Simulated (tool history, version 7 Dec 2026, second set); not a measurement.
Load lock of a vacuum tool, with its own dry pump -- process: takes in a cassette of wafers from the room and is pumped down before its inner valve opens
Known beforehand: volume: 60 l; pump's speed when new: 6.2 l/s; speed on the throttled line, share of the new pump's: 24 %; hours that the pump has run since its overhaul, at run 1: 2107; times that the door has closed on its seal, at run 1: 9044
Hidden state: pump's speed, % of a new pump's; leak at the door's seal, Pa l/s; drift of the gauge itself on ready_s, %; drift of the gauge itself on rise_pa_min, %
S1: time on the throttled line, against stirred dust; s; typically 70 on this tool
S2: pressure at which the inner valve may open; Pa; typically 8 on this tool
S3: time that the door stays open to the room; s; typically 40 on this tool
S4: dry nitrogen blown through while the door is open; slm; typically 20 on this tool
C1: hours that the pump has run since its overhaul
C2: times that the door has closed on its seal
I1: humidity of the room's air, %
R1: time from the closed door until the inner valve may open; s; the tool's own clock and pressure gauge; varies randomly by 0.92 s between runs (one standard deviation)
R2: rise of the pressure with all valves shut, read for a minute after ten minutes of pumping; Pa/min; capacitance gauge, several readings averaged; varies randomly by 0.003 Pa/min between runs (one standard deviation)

run	hour	S1	S2	S3	S4	C1	C2	I1	R1	R2
1	0.0	70	8	40	20	2107	9044	47.4	148.4	0.045
2	179.1	70	8	40	20	2286	9306	45.2	147.2	0.041
3	421.0	70	8	40	20	2528	9660	45.9	149.3	0.043
4	541.8	70	8	40	20	2649	9836	42.9	150.2	0.039
5	655.4	77	8	40	20	2762	10003	44.3	155.9	0.040
6	838.8	60	8	40	20	2946	10271	43.7	141.3	0.048
7	972.8	53	8	40	20	3080	10467	45.5	137.0	0.047
8	1109.3	53	9	40	20	3216	10667	44.8	136.4	0.050
9	1321.5	53	9	40	14	3428	10977	47.9	135.6	0.055
10	1493.1	88	8	40	20	3600	11228	45.9	165.4	0.053
11	1700.1	70	8	40	20	3807	11531	44.0	151.6	0.048
12	1810.2	70	8	40	20	3917	11692	45.0	151.1	0.049
13	1952.8	70	8	208	43	4060	11901	49.5	150.7	0.056
14	2095.3	70	8	83	20	4202	12109	44.5	154.4	0.058
15	2320.7	70	8	83	20	4428	12439	45.1	152.2	0.059
16	2469.2	108	8	115	20	4576	12656	43.2	179.9	0.062
17	2651.5	108	9	27	20	4758	12923	46.2	179.3	0.052
18	2868.3	108	9	27	20	4975	13240	43.2	180.0	0.058
19	3060.2	108	9	201	20	5167	13521	44.2	178.6	0.068
20	3252.3	40	9	201	5	5359	13802	48.1	131.9	0.095
21	3464.1	70	10	129	20	5571	14112	44.7	152.1	0.071

Here are 4 independent what-if runs from the current tool condition. What would each one return?
A	3658.7	63	8	40	5	5766	14397	46.2	?	?
B	3658.7	40	8	167	20	5766	14397	47.2	?	?
C	3658.7	70	7	26	5	5766	14397	45.4	?	?
D	3658.7	97	8	40	26	5766	14397	44.5	?	?

run	R1	R2
A	150.6	0.068
B	134.6	0.078
C	155.6	0.072
D	175.3	0.059
Stripped of hidden state, with their random variation kept, the same runs would have yielded:
run	R1	R2
A	139.7	0.020
B	122.9	0.029
C	144.7	0.023
D	165.6	0.010
